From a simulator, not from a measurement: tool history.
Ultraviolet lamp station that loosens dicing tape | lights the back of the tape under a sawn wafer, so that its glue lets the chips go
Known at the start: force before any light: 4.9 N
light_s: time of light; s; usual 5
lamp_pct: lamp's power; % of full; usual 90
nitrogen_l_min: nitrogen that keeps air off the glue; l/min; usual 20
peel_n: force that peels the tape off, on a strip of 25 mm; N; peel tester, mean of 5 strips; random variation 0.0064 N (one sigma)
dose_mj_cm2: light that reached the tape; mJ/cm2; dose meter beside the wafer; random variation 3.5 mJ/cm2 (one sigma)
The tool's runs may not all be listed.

Run 1, day 0.000: usual settings. Result: peel_n 0.231 N, dose_mj_cm2 501 mJ/cm2.
Run 2, day 1.750: usual settings. Result: peel_n 0.228 N, dose_mj_cm2 497 mJ/cm2.
Run 3, day 2.821: usual settings. Result: peel_n 0.241 N, dose_mj_cm2 488 mJ/cm2.
Run 4, day 4.579: usual settings. Result: peel_n 0.238 N, dose_mj_cm2 486 mJ/cm2.
Run 5, day 6.825: usual settings. Result: peel_n 0.248 N, dose_mj_cm2 483 mJ/cm2.
Run 6, day 8.517: usual settings. Result: peel_n 0.241 N, dose_mj_cm2 466 mJ/cm2.
Run 7, day 10.304: usual settings. Result: peel_n 0.242 N, dose_mj_cm2 466 mJ/cm2.
Run 8, day 12.425: usual settings. Result: peel_n 0.240 N, dose_mj_cm2 463 mJ/cm2.
At day 12.738: window cleaned of glue's vapour.
Run 9, day 13.671: usual settings but nitrogen_l_min 13 l/min. Result: peel_n 0.260 N, dose_mj_cm2 480 mJ/cm2.
Run 10, day 14.946: usual settings but lamp_pct 93 % of full. Result: peel_n 0.227 N, dose_mj_cm2 494 mJ/cm2.
Run 11, day 16.621: usual settings but lamp_pct 87 % of full. Result: peel_n 0.243 N, dose_mj_cm2 458 mJ/cm2.
Run 12, day 18.496: usual settings. Result: peel_n 0.250 N, dose_mj_cm2 465 mJ/cm2.
Run 13, day 20.258: usual settings. Result: peel_n 0.244 N, dose_mj_cm2 465 mJ/cm2.
Run 14, day 21.954: usual settings but nitrogen_l_min 18 l/min. Result: peel_n 0.254 N, dose_mj_cm2 447 mJ/cm2.
Run 15, day 23.158: usual settings but nitrogen_l_min 18 l/min. Result: peel_n 0.263 N, dose_mj_cm2 452 mJ/cm2.
Run 16, day 24.996: usual settings but nitrogen_l_min 18 l/min. Result: peel_n 0.264 N, dose_mj_cm2 447 mJ/cm2.
Run 17, day 26.112: usual settings but nitrogen_l_min 18 l/min. Result: peel_n 0.273 N, dose_mj_cm2 444 mJ/cm2.
Run 18, day 27.075: usual settings but nitrogen_l_min 18 l/min. Result: peel_n 0.268 N, dose_mj_cm2 441 mJ/cm2.
Run 19, day 28.604: usual settings but light_s 4 s, lamp_pct 83 % of full, nitrogen_l_min 24 l/min. Result: peel_n 0.406 N, dose_mj_cm2 319 mJ/cm2.
Run 20, day 30.850: usual settings but lamp_pct 95 % of full, nitrogen_l_min 13 l/min. Result: peel_n 0.296 N, dose_mj_cm2 458 mJ/cm2.
Run 21, day 32.933: usual settings but lamp_pct 95 % of full, nitrogen_l_min 13 l/min. Result: peel_n 0.303 N, dose_mj_cm2 446 mJ/cm2.
At day 33.950: window cleaned of glue's vapour.
Run 22, day 34.050: usual settings but light_s 7 s, lamp_pct 98 % of full. Result: peel_n 0.184 N, dose_mj_cm2 673 mJ/cm2.
Run 23, day 36.179: usual settings but light_s 7 s, lamp_pct 98 % of full. Result: peel_n 0.191 N, dose_mj_cm2 660 mJ/cm2.
Run 24, day 37.575: usual settings but light_s 7 s, lamp_pct 98 % of full. Result: peel_n 0.179 N, dose_mj_cm2 657 mJ/cm2.
Run 25, day 39.475: usual settings but light_s 7 s, nitrogen_l_min 19 l/min. Result: peel_n 0.199 N, dose_mj_cm2 593 mJ/cm2.
Run 26, day 41.142: usual settings but light_s 3 s, nitrogen_l_min 25 l/min. Result: peel_n 0.608 N, dose_mj_cm2 251 mJ/cm2.
Run 27, day 42.562: usual settings but light_s 4 s, nitrogen_l_min 6 l/min. Result: peel_n 0.729 N, dose_mj_cm2 328 mJ/cm2.
Run 28, day 44.662: usual settings but lamp_pct 79 % of full, nitrogen_l_min 6 l/min. Result: peel_n 0.662 N, dose_mj_cm2 359 mJ/cm2.
Run 29, day 47.017: usual settings but lamp_pct 83 % of full, nitrogen_l_min 15 l/min. Result: peel_n 0.373 N, dose_mj_cm2 374 mJ/cm2.
Run 30, day 48.262: usual settings but light_s 3 s, lamp_pct 64 % of full, nitrogen_l_min 10 l/min. Result: peel_n 1.495 N, dose_mj_cm2 169 mJ/cm2.
Run 31, day 50.446: usual settings but light_s 3 s, lamp_pct 62 % of full, nitrogen_l_min 10 l/min. Result: peel_n 1.592 N, dose_mj_cm2 162 mJ/cm2.

Forecast each of these 4 alternatives for the next run:
Run A, day 51.562: usual settings but light_s 6 s, lamp_pct 62 % of full, nitrogen_l_min 8 l/min. Result: peel_n ?, dose_mj_cm2 ?.
Run B, day 51.562: usual settings but light_s 3 s, lamp_pct 100 % of full, nitrogen_l_min 11 l/min. Result: peel_n ?, dose_mj_cm2 ?.
Run C, day 51.562: usual settings but light_s 3 s, lamp_pct 61 % of full, nitrogen_l_min 10 l/min. Result: peel_n ?, dose_mj_cm2 ?.
Run D, day 51.562: usual settings but light_s 3 s, lamp_pct 64 % of full, nitrogen_l_min 10 l/min. Result: peel_n ?, dose_mj_cm2 ?.

run  peel_n  dose_mj_cm2
  A   0.671          322
  B   0.783          261
  C   1.627          157
  D   1.566          166
Without the tool's hidden state the same runs would have given:
run  peel_n  dose_mj_cm2
  A   0.354          467
  B   0.414          379
  C   1.021          228
  D   0.968          242

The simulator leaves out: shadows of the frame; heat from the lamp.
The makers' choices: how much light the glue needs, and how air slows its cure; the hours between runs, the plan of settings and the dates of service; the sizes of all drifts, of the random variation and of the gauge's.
